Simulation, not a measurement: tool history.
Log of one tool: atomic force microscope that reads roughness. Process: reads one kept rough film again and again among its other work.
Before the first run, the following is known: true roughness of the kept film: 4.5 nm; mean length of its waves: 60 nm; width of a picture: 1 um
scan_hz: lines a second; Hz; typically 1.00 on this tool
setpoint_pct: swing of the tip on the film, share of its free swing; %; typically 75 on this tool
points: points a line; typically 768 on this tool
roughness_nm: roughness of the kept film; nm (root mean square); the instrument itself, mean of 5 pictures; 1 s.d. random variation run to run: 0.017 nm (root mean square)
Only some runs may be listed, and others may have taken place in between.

run,hour,scan_hz,setpoint_pct,points,roughness_nm
1,0.0,1.00,75,768,3.883
2,35.7,1.00,75,768,3.701
3,74.4,1.00,75,768,3.516
# hour 114.8: new tip fitted
4,133.0,1.00,75,768,3.872
5,182.3,1.00,75,768,3.609
6,226.1,1.00,75,768,3.428
# hour 249.3: new tip fitted
7,260.0,1.00,75,768,3.885
8,295.8,1.00,75,768,3.715
9,325.6,1.00,75,768,3.594
10,360.3,1.00,75,833,3.448
# hour 384.0: new tip fitted
11,402.7,1.00,84,833,3.796
12,462.3,1.00,75,768,3.556
13,502.7,1.00,75,768,3.348
# hour 521.6: new tip fitted
14,534.0,1.00,75,725,3.905
15,598.5,1.00,75,725,3.612
16,636.0,1.00,75,725,3.446
# hour 657.0: new tip fitted
17,683.3,0.70,75,768,3.923
18,724.2,0.70,75,283,3.669
19,766.5,0.70,75,283,3.515
# hour 771.9: height scale calibrated on a step standard
# hour 796.8: new tip fitted
20,824.2,1.00,75,924,3.793
21,855.4,1.00,75,924,3.615
22,891.6,0.67,75,924,3.526
# hour 932.5: new tip fitted
# hour 948.9: height scale calibrated on a step standard, once more
23,948.9,0.67,75,924,4.039
24,1011.0,0.67,75,924,3.729
25,1064.5,1.00,75,872,3.412
# hour 1069.3: new tip fitted
26,1114.2,1.00,75,421,3.792
27,1158.2,0.99,67,768,3.669
28,1191.3,0.99,67,768,3.519
# hour 1206.0: new tip fitted
29,1251.0,0.99,67,768,3.899
30,1298.9,0.58,87,776,3.574
# hour 1340.6: new tip fitted
31,1341.5,0.71,63,331,4.178
32,1404.0,0.71,83,331,3.653
33,1446.6,3.11,59,685,3.448
# hour 1479.5: new tip fitted
34,1513.9,1.29,60,863,3.945
35,1561.5,1.79,82,598,3.292
36,1595.5,1.62,75,277,3.300
# hour 1615.0: new tip fitted
37,1637.5,1.62,75,277,3.744
38,1672.0,3.90,83,519,2.895
39,1717.3,1.92,63,768,3.525
# hour 1749.5: new tip fitted
40,1762.0,1.00,66,478,4.014
41,1821.1,1.00,66,478,3.724
42,1869.6,3.80,63,768,3.230
# hour 1887.5: new tip fitted
43,1906.4,1.00,76,332,3.900
44,1947.0,2.63,77,768,3.269
45,2007.6,2.63,77,768,3.071
# hour 2022.6: new tip fitted
46,2065.0,0.62,60,768,3.936
47,2121.9,0.62,60,768,3.687
48,2153.5,0.62,60,768,3.513
# hour 2160.0: new tip fitted
49,2185.4,3.64,59,512,3.737
50,2236.8,3.11,75,940,3.196
# hour 2296.3: new tip fitted
51,2301.8,0.68,88,341,3.877

3 ways to go on from here, each from the tool as it stands after run 51. What would each give?
A,2359.6,0.68,89,280,?
B,2359.6,0.60,88,341,?
C,2359.6,2.27,65,1000,?

run,roughness_nm
A,3.527
B,3.603
C,3.545
With the hidden condition removed and each run's random variation left untouched, the same runs would have given:
run,roughness_nm
A,3.928
B,4.012
C,3.948

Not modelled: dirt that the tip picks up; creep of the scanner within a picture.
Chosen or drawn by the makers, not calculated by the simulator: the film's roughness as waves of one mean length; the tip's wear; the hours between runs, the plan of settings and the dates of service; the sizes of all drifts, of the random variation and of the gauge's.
